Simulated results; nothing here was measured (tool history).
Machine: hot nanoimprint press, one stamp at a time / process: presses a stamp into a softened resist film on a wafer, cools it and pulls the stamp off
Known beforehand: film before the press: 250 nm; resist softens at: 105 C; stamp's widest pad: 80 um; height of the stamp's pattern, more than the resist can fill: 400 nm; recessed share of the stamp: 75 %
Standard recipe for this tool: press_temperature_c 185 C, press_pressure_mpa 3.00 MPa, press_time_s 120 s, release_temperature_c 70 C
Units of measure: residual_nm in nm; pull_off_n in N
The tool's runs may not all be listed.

run	hour	press_temperature_c	press_pressure_mpa	press_time_s	release_temperature_c	residual_nm	pull_off_n
1	0.0	185	3.00	120	70	89.9	208
2	30.9	185	3.00	120	70	89.1	205
3	64.5	185	3.00	120	70	89.4	217
4	99.0	187	3.00	120	70	82.3	212
5	132.1	185	3.00	120	74	89.3	198
6	174.2	185	3.00	120	74	89.7	197
7	205.5	185	3.00	120	74	88.2	206
8	236.0	185	3.00	120	74	88.1	203
9	265.7	185	3.00	81	70	105.3	233
10	291.5	185	3.00	120	70	89.2	230
11	311.4	185	3.00	120	70	88.2	240
12	356.4	185	3.00	120	70	88.2	249
13	383.4	185	1.92	120	70	106.2	248
14	411.1	185	1.92	120	70	106.0	249
15	443.1	185	1.92	120	70	105.6	252
16	481.7	185	1.92	120	70	105.4	247
# hour 492.1: plate thermocouple calibrated
17	504.4	185	1.92	120	70	113.5	263
# hour 536.0: stamp cleaned and given a new release coat
18	554.6	185	3.00	66	68	120.0	224
19	583.3	185	3.11	66	74	118.7	199
20	620.9	185	3.00	159	70	82.2	223
21	664.2	185	3.00	159	70	83.8	222
22	695.9	185	4.20	174	68	69.1	244
23	740.6	185	2.17	72	65	129.8	266
24	765.4	191	3.27	196	70	56.7	235
25	788.9	185	3.00	96	70	103.6	240
26	826.6	185	3.00	96	70	101.6	253
27	865.8	189	3.00	120	72	79.3	236
28	890.8	185	2.06	120	71	108.0	234
29	922.1	185	2.06	120	71	107.0	240

Pick out some run-to-run changes in residual_nm. Of each, how much would a tool without hidden state show as well, from the settings, what came in and chance, and how much is left for the hidden state and any gauge scatter not in both results compared?
The tool's hidden condition here consists of: true temperature over the reading, C; pressure that arrives at the usual setting, %; grip of the stamp's worn release coat, % over a new coat's; drift of the gauge itself on residual_nm, %; drift of the gauge itself on pull_off_n, %.
Run 12 -> 13: press_pressure_mpa 3.00 -> 1.92. residual_nm +18.0 nm: hidden state -1.6, all else +19.6.
Run 16 -> 17: plate thermocouple calibrated. residual_nm +8.1 nm: hidden state +7.5, all else +0.6.
Run 22 -> 23: press_pressure_mpa 4.20 -> 2.17, press_time_s 174 -> 72, release_temperature_c 68 -> 65. residual_nm +60.7 nm: hidden state -1.5, all else +62.2.
Run 23 -> 24: press_temperature_c 185 -> 191, press_pressure_mpa 2.17 -> 3.27, press_time_s 72 -> 196, release_temperature_c 65 -> 70. residual_nm -73.1 nm: hidden state +0.8, all else -73.9.

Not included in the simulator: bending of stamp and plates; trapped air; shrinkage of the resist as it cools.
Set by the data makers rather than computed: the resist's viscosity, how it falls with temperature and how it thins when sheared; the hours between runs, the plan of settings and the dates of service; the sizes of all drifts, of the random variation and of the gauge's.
